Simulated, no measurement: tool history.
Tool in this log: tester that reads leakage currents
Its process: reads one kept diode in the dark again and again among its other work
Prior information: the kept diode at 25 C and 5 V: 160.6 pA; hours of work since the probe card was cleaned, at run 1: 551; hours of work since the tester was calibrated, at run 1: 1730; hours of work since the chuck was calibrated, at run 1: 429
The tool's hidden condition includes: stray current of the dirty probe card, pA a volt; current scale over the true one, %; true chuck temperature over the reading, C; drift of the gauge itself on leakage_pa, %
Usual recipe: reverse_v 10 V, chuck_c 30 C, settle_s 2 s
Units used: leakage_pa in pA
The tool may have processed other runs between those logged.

run   hour  reverse_v  chuck_c  settle_s  hours of work since the probe card was cleaned  hours of work since the tester was calibrated  hours of work since the chuck was calibrated  leakage_pa
  1      0         10       30         2                                             551                                           1730                                           429       300.7
  2   49.2         10       50         2                                             585                                           1764                                           463     1147.26
  3     80         10       25         2                                             606                                           1785                                           484      206.03
  4  120.2         10       49         2                                             633                                           1812                                           511     1062.15
  5  154.1        3.2       30         2                                             656                                           1835                                           534      156.33
     186.3  -- chuck's temperature calibrated
  6    192        3.2       30         2                                             681                                           1860                                             4      184.56
     197.7  -- tester calibrated
  7  251.9        7.2       40         2                                             720                                             37                                            43      559.34
  8    299        7.2       40         2                                             752                                             69                                            75      556.85
  9  338.8        9.1       30      8.26                                             779                                             96                                           102      312.63
 10  380.9        9.1       20      8.26                                             808                                            125                                           131      149.86

3 ways to go on from here, each from the tool as it stands after run 10. What would each give?
  A  435.2        9.1       33      8.26                                             845                                            162                                           168           ?
  B  435.2        7.3       20       0.8                                             845                                            162                                           168           ?
  C  435.2        5.2       30         1                                             845                                            162                                           168           ?

run  leakage_pa
  A      382.63
  B      134.14
  C      229.48
With no hidden state in the tool, these same runs would have given:
run  leakage_pa
  A      399.47
  B      137.74
  C      239.89
